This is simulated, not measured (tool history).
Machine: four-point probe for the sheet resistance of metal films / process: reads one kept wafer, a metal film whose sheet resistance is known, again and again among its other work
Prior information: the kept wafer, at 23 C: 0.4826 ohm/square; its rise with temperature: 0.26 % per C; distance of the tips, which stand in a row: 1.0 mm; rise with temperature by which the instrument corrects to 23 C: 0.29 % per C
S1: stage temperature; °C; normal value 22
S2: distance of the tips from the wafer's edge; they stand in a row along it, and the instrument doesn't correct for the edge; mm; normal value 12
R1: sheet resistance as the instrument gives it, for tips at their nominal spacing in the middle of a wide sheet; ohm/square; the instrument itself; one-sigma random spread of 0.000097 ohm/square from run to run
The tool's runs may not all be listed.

run,day,S1,S2,R1
1,0.000,22,12,0.484555
2,1.283,22,12,0.484432
3,2.767,22,12,0.484659
4,4.092,22,12,0.484434
5,6.604,22,12,0.484429
6,8.867,22,10,0.485312
7,11.475,22,10,0.485308
8,12.746,22,10,0.485394
9,14.321,22,10,0.485490
10,16.421,22,10,0.485128
11,18.567,22,40,0.482741
12,21.412,22,40,0.483006
13,24.121,22,15,0.483705
14,26.771,22,20,0.483280
15,29.533,22,20,0.483307
16,32.000,22,12,0.484388
17,33.242,22,12,0.484547
18,35.842,22,12,0.484541
19,37.312,22,12,0.484369
20,39.933,33,12,0.483003
21,42.583,33,12,0.483046
22,44.358,33,12,0.483007
23,47.029,33,12,0.483201
24,49.308,31,10,0.484152
25,51.142,28,35,0.482032
26,53.929,28,35,0.482092
27,56.492,19,37,0.483467
28,58.188,21,36,0.483125
29,59.367,26,23,0.482487
# day 62.029: new probe head fitted
30,62.029,25,12,0.484315
31,64.067,25,12,0.484075
32,66.308,21,54,0.482864
33,68.046,21,54,0.483002
34,69.900,18,23,0.483939
35,71.950,18,23,0.483862
36,74.633,31,9,0.484857
37,76.375,31,9,0.484781
38,77.758,31,9,0.484817
39,79.517,19,3,0.510171
40,81.588,27,4,0.497850
41,83.679,24,4,0.498086
42,85.558,24,25,0.482804
43,88.125,21,25,0.483168
44,90.950,19,57,0.483191
45,92.442,30,31,0.481916

Branching from run 45: 3 alternative next runs. What would each branch give?
A,93.954,28,27,?
B,93.954,22,44,?
C,93.954,25,41,?

run,R1
A,0.482193
B,0.482846
C,0.482395
The same runs, with their run-to-run variation unchanged, on a tool lacking any hidden condition would have given:
run,R1
A,0.482201
B,0.482853
C,0.482402

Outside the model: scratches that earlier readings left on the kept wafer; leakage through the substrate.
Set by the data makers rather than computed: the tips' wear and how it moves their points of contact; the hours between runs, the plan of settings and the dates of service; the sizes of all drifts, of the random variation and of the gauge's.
